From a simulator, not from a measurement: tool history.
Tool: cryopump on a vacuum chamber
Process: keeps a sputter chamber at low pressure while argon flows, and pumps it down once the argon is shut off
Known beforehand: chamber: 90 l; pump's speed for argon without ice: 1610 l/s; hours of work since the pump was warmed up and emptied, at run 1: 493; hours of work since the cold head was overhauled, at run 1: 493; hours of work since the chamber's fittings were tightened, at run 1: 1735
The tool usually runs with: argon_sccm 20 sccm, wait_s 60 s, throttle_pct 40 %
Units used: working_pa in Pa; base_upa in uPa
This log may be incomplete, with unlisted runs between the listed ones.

| run | hour | argon_sccm | wait_s | throttle_pct | hours of work since the pump was warmed up and emptied | hours of work since the cold head was overhauled | hours of work since the chamber's fittings were tightened | working_pa | base_upa |
|---|---|---|---|---|---|---|---|---|---|
| 1 | 0.0 | 20 | 60 | 40 | 493 | 493 | 1735 | 0.0567 | 1.74 |
| 2 | 79.4 | 20 | 60 | 40 | 558 | 558 | 1799 | 0.0591 | 1.79 |
| 3 | 161.2 | 20 | 60 | 40 | 625 | 625 | 1866 | 0.0597 | 1.94 |
| 4 | 244.5 | 20 | 60 | 40 | 692 | 692 | 1933 | 0.0600 | 1.96 |
| 5 | 299.4 | 16 | 60 | 40 | 737 | 737 | 1978 | 0.0499 | 2.03 |
| 6 | 405.6 | 16 | 60 | 40 | 823 | 823 | 2064 | 0.0506 | 2.18 |
|  | 465.4 | pump warmed up, emptied and cooled again |
| 7 | 498.0 | 20 | 60 | 29 | 26 | 894 | 2136 | 0.0734 | 1.67 |
| 8 | 564.0 | 20 | 79 | 29 | 80 | 948 | 2189 | 0.0729 | 1.59 |
| 9 | 639.5 | 11 | 60 | 40 | 142 | 1009 | 2251 | 0.0299 | 1.77 |
| 10 | 704.2 | 20 | 60 | 40 | 194 | 1062 | 2303 | 0.0541 | 1.85 |
|  | 738.1 | leaking fittings of the chamber tightened, without venting |
| 11 | 808.1 | 20 | 60 | 40 | 277 | 1145 | 57 | 0.0549 | 0.75 |
| 12 | 864.9 | 20 | 60 | 40 | 323 | 1191 | 103 | 0.0563 | 0.78 |
| 13 | 945.0 | 20 | 60 | 40 | 388 | 1256 | 168 | 0.0554 | 0.82 |
| 14 | 1025.5 | 20 | 60 | 40 | 454 | 1322 | 234 | 0.0563 | 0.89 |
| 15 | 1125.6 | 20 | 60 | 26 | 535 | 1403 | 315 | 0.0878 | 0.91 |
| 16 | 1193.7 | 21 | 60 | 40 | 591 | 1458 | 370 | 0.0634 | 0.92 |
| 17 | 1262.2 | 20 | 60 | 35 | 646 | 1514 | 426 | 0.0676 | 1.01 |
| 18 | 1363.7 | 20 | 60 | 35 | 729 | 1597 | 509 | 0.0702 | 1.03 |
| 19 | 1434.1 | 20 | 60 | 27 | 786 | 1654 | 566 | 0.0877 | 1.19 |
| 20 | 1503.5 | 39 | 238 | 54 | 842 | 1710 | 622 | 0.0984 | 0.83 |
|  | 1541.9 | pump warmed up, emptied and cooled again |
| 21 | 1567.0 | 13 | 238 | 54 | 20 | 1758 | 670 | 0.0253 | 0.57 |
| 22 | 1665.8 | 13 | 238 | 54 | 101 | 1838 | 750 | 0.0258 | 0.65 |
| 23 | 1723.1 | 20 | 34 | 40 | 147 | 1885 | 797 | 0.0544 | 1.39 |
| 24 | 1828.9 | 10 | 164 | 40 | 233 | 1971 | 883 | 0.0272 | 0.83 |
| 25 | 1932.4 | 10 | 58 | 24 | 317 | 2055 | 967 | 0.0458 | 1.22 |
| 26 | 2032.2 | 10 | 58 | 24 | 399 | 2136 | 1048 | 0.0455 | 1.24 |
| 27 | 2125.5 | 8 | 67 | 24 | 475 | 2212 | 1124 | 0.0371 | 1.29 |
| 28 | 2203.7 | 25 | 158 | 33 | 538 | 2276 | 1188 | 0.0869 | 1.12 |
| 29 | 2315.8 | 27 | 21 | 16 | 629 | 2367 | 1279 | 0.1863 | 2.39 |
| 30 | 2388.2 | 30 | 81 | 32 | 688 | 2426 | 1338 | 0.1103 | 1.44 |
| 31 | 2452.8 | 30 | 81 | 32 | 741 | 2478 | 1390 | 0.1118 | 1.48 |
| 32 | 2548.6 | 30 | 81 | 32 | 819 | 2556 | 1468 | 0.1141 | 1.58 |
|  | 2616.0 | pump warmed up, emptied and cooled again |
| 33 | 2634.3 | 36 | 39 | 42 | 15 | 2622 | 1534 | 0.0903 | 1.57 |
| 34 | 2716.4 | 22 | 39 | 42 | 82 | 2688 | 1600 | 0.0573 | 1.71 |

Consider 3 possible next runs. They are alternatives, not a sequence: every one starts from the tool as it was left by run 34. What does each give?
| A | 2765.7 | 8 | 33 | 54 | 122 | 2728 | 1641 | ? | ? |
| B | 2765.7 | 8 | 23 | 59 | 122 | 2728 | 1641 | ? | ? |
| C | 2765.7 | 20 | 78 | 20 | 122 | 2728 | 1641 | ? | ? |

| run | working_pa | base_upa |
|---|---|---|
| A | 0.0152 | 1.87 |
| B | 0.0142 | 2.22 |
| C | 0.1071 | 1.31 |
Take away the tool's hidden state, keep each run's random variation, and the runs would have read:
| run | working_pa | base_upa |
|---|---|---|
| A | 0.0145 | 1.09 |
| B | 0.0136 | 1.43 |
| C | 0.1055 | 0.53 |
